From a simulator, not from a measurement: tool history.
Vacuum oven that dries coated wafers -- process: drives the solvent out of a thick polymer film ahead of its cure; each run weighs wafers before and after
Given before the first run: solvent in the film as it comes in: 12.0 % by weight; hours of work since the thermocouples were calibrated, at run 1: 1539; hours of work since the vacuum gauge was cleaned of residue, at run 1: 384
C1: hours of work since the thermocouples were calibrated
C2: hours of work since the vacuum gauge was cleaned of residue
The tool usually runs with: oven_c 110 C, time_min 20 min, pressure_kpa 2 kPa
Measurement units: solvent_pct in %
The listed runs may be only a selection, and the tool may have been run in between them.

run 1 hour=0 | oven_c=110 time_min=20 pressure_kpa=2 | C1=1539 C2=384 | solvent_pct=2.7
run 2 hour=26.8 | oven_c=110 time_min=20 pressure_kpa=2 | C1=1557 C2=402 | solvent_pct=2.91
-- hour=39.5 oven's thermocouples calibrated
run 3 hour=58 | oven_c=110 time_min=20 pressure_kpa=2.21 | C1=12 C2=421 | solvent_pct=2.39
run 4 hour=72.6 | oven_c=110 time_min=31 pressure_kpa=2.21 | C1=22 C2=430 | solvent_pct=1.72
run 5 hour=95.1 | oven_c=110 time_min=31 pressure_kpa=2.64 | C1=37 C2=445 | solvent_pct=2
run 6 hour=119.5 | oven_c=110 time_min=20 pressure_kpa=2 | C1=53 C2=461 | solvent_pct=2.3
run 7 hour=143.3 | oven_c=110 time_min=20 pressure_kpa=2 | C1=68 C2=477 | solvent_pct=2.35
run 8 hour=163 | oven_c=110 time_min=20 pressure_kpa=2 | C1=81 C2=490 | solvent_pct=2.38
-- hour=166.1 vacuum gauge cleaned of residue and calibrated
run 9 hour=188.7 | oven_c=110 time_min=20 pressure_kpa=2 | C1=97 C2=15 | solvent_pct=2.4
run 10 hour=217.7 | oven_c=110 time_min=20 pressure_kpa=2 | C1=116 C2=34 | solvent_pct=2.37
run 11 hour=230 | oven_c=110 time_min=14 pressure_kpa=2 | C1=124 C2=42 | solvent_pct=3.3
run 12 hour=256.5 | oven_c=111 time_min=10 pressure_kpa=6.16 | C1=142 C2=60 | solvent_pct=5.93
run 13 hour=285 | oven_c=108 time_min=22 pressure_kpa=2.07 | C1=161 C2=78 | solvent_pct=2.6
run 14 hour=303 | oven_c=108 time_min=11 pressure_kpa=3.3 | C1=173 C2=90 | solvent_pct=5.05
-- hour=323.2 vacuum gauge cleaned of residue and calibrated, once more
run 15 hour=331.9 | oven_c=110 time_min=14 pressure_kpa=7.31 | C1=191 C2=6 | solvent_pct=5.71
run 16 hour=360.3 | oven_c=110 time_min=20 pressure_kpa=7.53 | C1=209 C2=24 | solvent_pct=5.13
run 17 hour=375 | oven_c=110 time_min=11 pressure_kpa=3.23 | C1=219 C2=34 | solvent_pct=4.46
run 18 hour=400.4 | oven_c=110 time_min=11 pressure_kpa=1.09 | C1=236 C2=51 | solvent_pct=3.63
run 19 hour=429 | oven_c=110 time_min=11 pressure_kpa=1.09 | C1=254 C2=70 | solvent_pct=3.7
run 20 hour=452 | oven_c=108 time_min=20 pressure_kpa=1.68 | C1=270 C2=85 | solvent_pct=2.47
run 21 hour=477.3 | oven_c=108 time_min=20 pressure_kpa=1.68 | C1=286 C2=101 | solvent_pct=2.43
run 22 hour=503.8 | oven_c=106 time_min=11 pressure_kpa=3.02 | C1=304 C2=119 | solvent_pct=5.28

Forecast each of these 5 alternatives for the next run:
run A hour=530 | oven_c=102 time_min=18 pressure_kpa=2 | C1=321 C2=136 | solvent_pct=?
run B hour=530 | oven_c=121 time_min=10 pressure_kpa=3.02 | C1=321 C2=136 | solvent_pct=?
run C hour=530 | oven_c=110 time_min=15 pressure_kpa=4.09 | C1=321 C2=136 | solvent_pct=?
run D hour=530 | oven_c=110 time_min=17 pressure_kpa=5.68 | C1=321 C2=136 | solvent_pct=?
run E hour=530 | oven_c=110 time_min=20 pressure_kpa=1.55 | C1=321 C2=136 | solvent_pct=?

run=A solvent_pct=4.08
run=B solvent_pct=2.81
run=C solvent_pct=4.03
run=D solvent_pct=4.62
run=E solvent_pct=2.19
The same runs, with their run-to-run variation unchanged, on a tool lacking any hidden condition would have given:
run=A solvent_pct=4.01
run=B solvent_pct=2.77
run=C solvent_pct=3.97
run=D solvent_pct=4.55
run=E solvent_pct=2.14
